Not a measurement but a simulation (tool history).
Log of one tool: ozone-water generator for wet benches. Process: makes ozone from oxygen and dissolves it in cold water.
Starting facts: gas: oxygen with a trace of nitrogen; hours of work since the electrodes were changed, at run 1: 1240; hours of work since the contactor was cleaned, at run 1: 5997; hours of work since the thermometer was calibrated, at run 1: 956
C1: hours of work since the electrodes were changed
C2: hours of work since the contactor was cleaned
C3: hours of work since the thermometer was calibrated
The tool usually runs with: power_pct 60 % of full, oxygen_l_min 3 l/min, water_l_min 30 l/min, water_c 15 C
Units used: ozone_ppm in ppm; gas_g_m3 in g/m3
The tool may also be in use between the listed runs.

{"run": 1, "hour": 0.0, "power_pct": 60, "oxygen_l_min": 3, "water_l_min": 30, "water_c": 15, "C1": 1240, "C2": 5997, "C3": 956, "ozone_ppm": 13.8, "gas_g_m3": 212.4}
{"run": 2, "hour": 152.2, "power_pct": 60, "oxygen_l_min": 3, "water_l_min": 30, "water_c": 15, "C1": 1390, "C2": 6146, "C3": 1105, "ozone_ppm": 13.6, "gas_g_m3": 212.9}
{"run": 3, "hour": 248.6, "power_pct": 60, "oxygen_l_min": 3, "water_l_min": 30, "water_c": 15, "C1": 1484, "C2": 6241, "C3": 1200, "ozone_ppm": 13.9, "gas_g_m3": 210.7}
{"run": 4, "hour": 399.5, "power_pct": 60, "oxygen_l_min": 3, "water_l_min": 30, "water_c": 14, "C1": 1632, "C2": 6389, "C3": 1348, "ozone_ppm": 14, "gas_g_m3": 212.3}
{"run": 5, "hour": 522.5, "power_pct": 54, "oxygen_l_min": 3, "water_l_min": 30, "water_c": 15, "C1": 1753, "C2": 6510, "C3": 1469, "ozone_ppm": 13.1, "gas_g_m3": 199.1}
{"run": 6, "hour": 654.7, "power_pct": 60, "oxygen_l_min": 3, "water_l_min": 30, "water_c": 15, "C1": 1883, "C2": 6639, "C3": 1599, "ozone_ppm": 13.8, "gas_g_m3": 209.9}

Run 7 has not been measured yet. What should we expect?
{"run": 7, "hour": 819.7, "power_pct": 44, "oxygen_l_min": 3.15, "water_l_min": 30, "water_c": 10, "C1": 2045, "C2": 6801, "C3": 1761, "ozone_ppm": "?", "gas_g_m3": "?"}

Run 7 measured ozone_ppm 12.6 ppm, gas_g_m3 174 g/m3.
Had the tool carried no hidden state, the very same run would have given ozone_ppm 12.6 ppm, gas_g_m3 174 g/m3.
